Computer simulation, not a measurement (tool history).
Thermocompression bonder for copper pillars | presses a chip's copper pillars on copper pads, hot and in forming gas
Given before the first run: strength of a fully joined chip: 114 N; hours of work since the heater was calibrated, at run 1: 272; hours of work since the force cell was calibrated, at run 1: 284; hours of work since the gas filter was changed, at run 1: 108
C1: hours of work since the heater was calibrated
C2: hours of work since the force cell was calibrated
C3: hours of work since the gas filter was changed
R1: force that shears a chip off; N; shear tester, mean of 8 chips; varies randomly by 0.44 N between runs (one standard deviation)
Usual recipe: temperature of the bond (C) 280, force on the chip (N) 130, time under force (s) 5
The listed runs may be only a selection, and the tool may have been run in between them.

run 1 day=0 | temperature_of_the_bond_(C)=280 force_on_the_chip_(N)=130 time_under_force_(s)=5 | C1=272 C2=284 C3=108 | R1=44.2
run 2 day=0.288 | temperature_of_the_bond_(C)=280 force_on_the_chip_(N)=130 time_under_force_(s)=5 | C1=277 C2=289 C3=113 | R1=44.2
run 3 day=0.621 | temperature_of_the_bond_(C)=280 force_on_the_chip_(N)=130 time_under_force_(s)=5 | C1=282 C2=295 C3=118 | R1=43.1
run 4 day=1.125 | temperature_of_the_bond_(C)=280 force_on_the_chip_(N)=130 time_under_force_(s)=5 | C1=291 C2=304 C3=127 | R1=43.1
run 5 day=1.629 | temperature_of_the_bond_(C)=280 force_on_the_chip_(N)=130 time_under_force_(s)=5 | C1=300 C2=312 C3=136 | R1=43.5
run 6 day=1.938 | temperature_of_the_bond_(C)=280 force_on_the_chip_(N)=130 time_under_force_(s)=12 | C1=305 C2=318 C3=141 | R1=58.9
run 7 day=2.262 | temperature_of_the_bond_(C)=280 force_on_the_chip_(N)=130 time_under_force_(s)=12 | C1=311 C2=323 C3=147 | R1=59.1
-- day=2.779 forming gas filter changed
run 8 day=2.796 | temperature_of_the_bond_(C)=280 force_on_the_chip_(N)=157 time_under_force_(s)=5 | C1=320 C2=332 C3=0 | R1=53.8
run 9 day=3.283 | temperature_of_the_bond_(C)=280 force_on_the_chip_(N)=157 time_under_force_(s)=5 | C1=328 C2=341 C3=9 | R1=54.1
run 10 day=3.808 | temperature_of_the_bond_(C)=280 force_on_the_chip_(N)=157 time_under_force_(s)=5 | C1=338 C2=350 C3=18 | R1=53.3
run 11 day=4.075 | temperature_of_the_bond_(C)=280 force_on_the_chip_(N)=157 time_under_force_(s)=5 | C1=342 C2=355 C3=23 | R1=55.7
run 12 day=4.471 | temperature_of_the_bond_(C)=280 force_on_the_chip_(N)=157 time_under_force_(s)=5 | C1=349 C2=362 C3=29 | R1=54.8
run 13 day=5.004 | temperature_of_the_bond_(C)=280 force_on_the_chip_(N)=157 time_under_force_(s)=5 | C1=358 C2=371 C3=39 | R1=54
run 14 day=5.525 | temperature_of_the_bond_(C)=280 force_on_the_chip_(N)=157 time_under_force_(s)=5 | C1=367 C2=380 C3=48 | R1=54.2
run 15 day=5.954 | temperature_of_the_bond_(C)=280 force_on_the_chip_(N)=130 time_under_force_(s)=9 | C1=375 C2=387 C3=55 | R1=55.4
run 16 day=6.433 | temperature_of_the_bond_(C)=280 force_on_the_chip_(N)=130 time_under_force_(s)=9 | C1=383 C2=396 C3=64 | R1=55.3
run 17 day=6.858 | temperature_of_the_bond_(C)=280 force_on_the_chip_(N)=130 time_under_force_(s)=9 | C1=391 C2=403 C3=71 | R1=54.8
run 18 day=7.317 | temperature_of_the_bond_(C)=293 force_on_the_chip_(N)=130 time_under_force_(s)=5 | C1=399 C2=411 C3=79 | R1=52.2
run 19 day=7.662 | temperature_of_the_bond_(C)=293 force_on_the_chip_(N)=130 time_under_force_(s)=5 | C1=405 C2=417 C3=85 | R1=52.7
-- day=7.767 force cell calibrated
run 20 day=7.942 | temperature_of_the_bond_(C)=293 force_on_the_chip_(N)=130 time_under_force_(s)=5 | C1=408 C2=3 C3=89 | R1=50.7
run 21 day=8.442 | temperature_of_the_bond_(C)=290 force_on_the_chip_(N)=183 time_under_force_(s)=12 | C1=417 C2=12 C3=98 | R1=84.9
-- day=8.725 force cell calibrated, once more
run 22 day=8.912 | temperature_of_the_bond_(C)=300 force_on_the_chip_(N)=87 time_under_force_(s)=3 | C1=424 C2=3 C3=105 | R1=30.8
run 23 day=9.367 | temperature_of_the_bond_(C)=307 force_on_the_chip_(N)=82 time_under_force_(s)=3 | C1=432 C2=11 C3=113 | R1=31.7
run 24 day=9.646 | temperature_of_the_bond_(C)=283 force_on_the_chip_(N)=131 time_under_force_(s)=13 | C1=437 C2=16 C3=117 | R1=65.6
run 25 day=10.104 | temperature_of_the_bond_(C)=263 force_on_the_chip_(N)=130 time_under_force_(s)=5 | C1=445 C2=24 C3=125 | R1=35.2
run 26 day=10.588 | temperature_of_the_bond_(C)=263 force_on_the_chip_(N)=130 time_under_force_(s)=5 | C1=453 C2=32 C3=134 | R1=35.3
run 27 day=11.067 | temperature_of_the_bond_(C)=280 force_on_the_chip_(N)=119 time_under_force_(s)=9 | C1=462 C2=41 C3=142 | R1=50.7
run 28 day=11.396 | temperature_of_the_bond_(C)=280 force_on_the_chip_(N)=119 time_under_force_(s)=9 | C1=467 C2=46 C3=148 | R1=51.7
-- day=11.833 forming gas filter changed
run 29 day=11.846 | temperature_of_the_bond_(C)=251 force_on_the_chip_(N)=108 time_under_force_(s)=9 | C1=475 C2=54 C3=0 | R1=32
run 30 day=12.129 | temperature_of_the_bond_(C)=258 force_on_the_chip_(N)=128 time_under_force_(s)=7 | C1=480 C2=59 C3=5 | R1=38.8
run 31 day=12.442 | temperature_of_the_bond_(C)=270 force_on_the_chip_(N)=114 time_under_force_(s)=5 | C1=485 C2=64 C3=11 | R1=35.5
run 32 day=12.712 | temperature_of_the_bond_(C)=300 force_on_the_chip_(N)=122 time_under_force_(s)=14 | C1=490 C2=69 C3=15 | R1=76.9
run 33 day=12.996 | temperature_of_the_bond_(C)=252 force_on_the_chip_(N)=122 time_under_force_(s)=14 | C1=495 C2=74 C3=20 | R1=43.9
run 34 day=13.446 | temperature_of_the_bond_(C)=252 force_on_the_chip_(N)=122 time_under_force_(s)=14 | C1=503 C2=82 C3=28 | R1=43.9
run 35 day=13.946 | temperature_of_the_bond_(C)=252 force_on_the_chip_(N)=122 time_under_force_(s)=14 | C1=512 C2=91 C3=37 | R1=42.2
run 36 day=14.379 | temperature_of_the_bond_(C)=254 force_on_the_chip_(N)=115 time_under_force_(s)=14 | C1=519 C2=98 C3=44 | R1=41.6
run 37 day=14.642 | temperature_of_the_bond_(C)=289 force_on_the_chip_(N)=115 time_under_force_(s)=7 | C1=524 C2=103 C3=49 | R1=52.4
run 38 day=14.946 | temperature_of_the_bond_(C)=277 force_on_the_chip_(N)=130 time_under_force_(s)=9 | C1=529 C2=108 C3=54 | R1=55.2
run 39 day=15.325 | temperature_of_the_bond_(C)=280 force_on_the_chip_(N)=182 time_under_force_(s)=5 | C1=536 C2=115 C3=61 | R1=64.1

Forecast each of these 5 alternatives for the next run:
run A day=15.65 | temperature_of_the_bond_(C)=295 force_on_the_chip_(N)=167 time_under_force_(s)=7 | C1=541 C2=120 C3=66 | R1=?
run B day=15.65 | temperature_of_the_bond_(C)=280 force_on_the_chip_(N)=171 time_under_force_(s)=11 | C1=541 C2=120 C3=66 | R1=?
run C day=15.65 | temperature_of_the_bond_(C)=280 force_on_the_chip_(N)=134 time_under_force_(s)=13 | C1=541 C2=120 C3=66 | R1=?
run D day=15.65 | temperature_of_the_bond_(C)=280 force_on_the_chip_(N)=130 time_under_force_(s)=3 | C1=541 C2=120 C3=66 | R1=?
run E day=15.65 | temperature_of_the_bond_(C)=293 force_on_the_chip_(N)=177 time_under_force_(s)=5 | C1=541 C2=120 C3=66 | R1=?

run=A R1=76.3
run=B R1=77.4
run=C R1=66.2
run=D R1=37.7
run=E R1=71.7
With the hidden condition removed and each run's random variation left untouched, the same runs would have given:
run=A R1=75.5
run=B R1=76.4
run=C R1=65
run=D R1=36.5
run=E R1=70.7

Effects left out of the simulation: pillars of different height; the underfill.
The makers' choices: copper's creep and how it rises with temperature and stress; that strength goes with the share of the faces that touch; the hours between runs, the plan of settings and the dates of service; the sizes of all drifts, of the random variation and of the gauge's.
